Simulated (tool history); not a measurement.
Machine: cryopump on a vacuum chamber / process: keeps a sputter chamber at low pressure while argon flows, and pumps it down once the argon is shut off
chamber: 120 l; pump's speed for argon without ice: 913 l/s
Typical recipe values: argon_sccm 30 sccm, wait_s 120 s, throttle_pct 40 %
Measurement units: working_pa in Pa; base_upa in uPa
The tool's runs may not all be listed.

{"run": 1, "hour": 0.0, "argon_sccm": 30, "wait_s": 120, "throttle_pct": 40, "working_pa": 0.1452, "base_upa": 3.43}
{"run": 2, "hour": 19.2, "argon_sccm": 30, "wait_s": 120, "throttle_pct": 40, "working_pa": 0.145, "base_upa": 3.47}
{"run": 3, "hour": 44.2, "argon_sccm": 30, "wait_s": 120, "throttle_pct": 40, "working_pa": 0.1462, "base_upa": 3.61}
{"run": 4, "hour": 70.5, "argon_sccm": 30, "wait_s": 120, "throttle_pct": 40, "working_pa": 0.1464, "base_upa": 3.65}
{"run": 5, "hour": 87.5, "argon_sccm": 30, "wait_s": 120, "throttle_pct": 40, "working_pa": 0.146, "base_upa": 3.7}
{"run": 6, "hour": 106.9, "argon_sccm": 30, "wait_s": 120, "throttle_pct": 40, "working_pa": 0.148, "base_upa": 3.6}
{"run": 7, "hour": 121.3, "argon_sccm": 30, "wait_s": 29, "throttle_pct": 40, "working_pa": 0.1485, "base_upa": 6.77}
{"run": 8, "hour": 138.2, "argon_sccm": 30, "wait_s": 29, "throttle_pct": 22, "working_pa": 0.2618, "base_upa": 6.91}
{"run": 9, "hour": 156.7, "argon_sccm": 30, "wait_s": 29, "throttle_pct": 22, "working_pa": 0.2621, "base_upa": 6.94}
{"run": 10, "hour": 177.6, "argon_sccm": 30, "wait_s": 29, "throttle_pct": 22, "working_pa": 0.2617, "base_upa": 6.93}
{"run": 11, "hour": 192.7, "argon_sccm": 30, "wait_s": 29, "throttle_pct": 22, "working_pa": 0.2612, "base_upa": 6.91}
{"run": 12, "hour": 210.4, "argon_sccm": 30, "wait_s": 29, "throttle_pct": 22, "working_pa": 0.2636, "base_upa": 7.08}
{"run": 13, "hour": 223.1, "argon_sccm": 13, "wait_s": 50, "throttle_pct": 22, "working_pa": 0.1138, "base_upa": 5.27}
{"run": 14, "hour": 237.2, "argon_sccm": 13, "wait_s": 50, "throttle_pct": 22, "working_pa": 0.1146, "base_upa": 5.4}
{"run": 15, "hour": 260.7, "argon_sccm": 29, "wait_s": 241, "throttle_pct": 17, "working_pa": 0.3264, "base_upa": 3.43}
{"run": 16, "hour": 282.0, "argon_sccm": 29, "wait_s": 241, "throttle_pct": 17, "working_pa": 0.3263, "base_upa": 3.56}
{"run": 17, "hour": 299.4, "argon_sccm": 53, "wait_s": 241, "throttle_pct": 22, "working_pa": 0.4694, "base_upa": 3.5}
{"run": 18, "hour": 311.7, "argon_sccm": 13, "wait_s": 120, "throttle_pct": 20, "working_pa": 0.1257, "base_upa": 4.05}
{"hour": 324.5, "done": "pump warmed up, emptied and cooled again"}
{"run": 19, "hour": 342.1, "argon_sccm": 13, "wait_s": 120, "throttle_pct": 20, "working_pa": 0.1212, "base_upa": 3.59}

Some steps in working_pa between neighbouring runs. How much of each would the tool show without its hidden state too (settings, what came in, random variation), and how much is left for the hidden state, with any gauge scatter that isn't in both results?
Hidden state present: pump's speed, % of a pump's without ice; cold plate's temperature, K; leak into the chamber, uPa l/s; drift of the gauge itself on working_pa, %; drift of the gauge itself on base_upa, %.
Run 17 -> 18: argon_sccm 53 -> 13, wait_s 241 -> 120, throttle_pct 22 -> 20. working_pa -0.3437 Pa: hidden state -0.0165, all else -0.3272.

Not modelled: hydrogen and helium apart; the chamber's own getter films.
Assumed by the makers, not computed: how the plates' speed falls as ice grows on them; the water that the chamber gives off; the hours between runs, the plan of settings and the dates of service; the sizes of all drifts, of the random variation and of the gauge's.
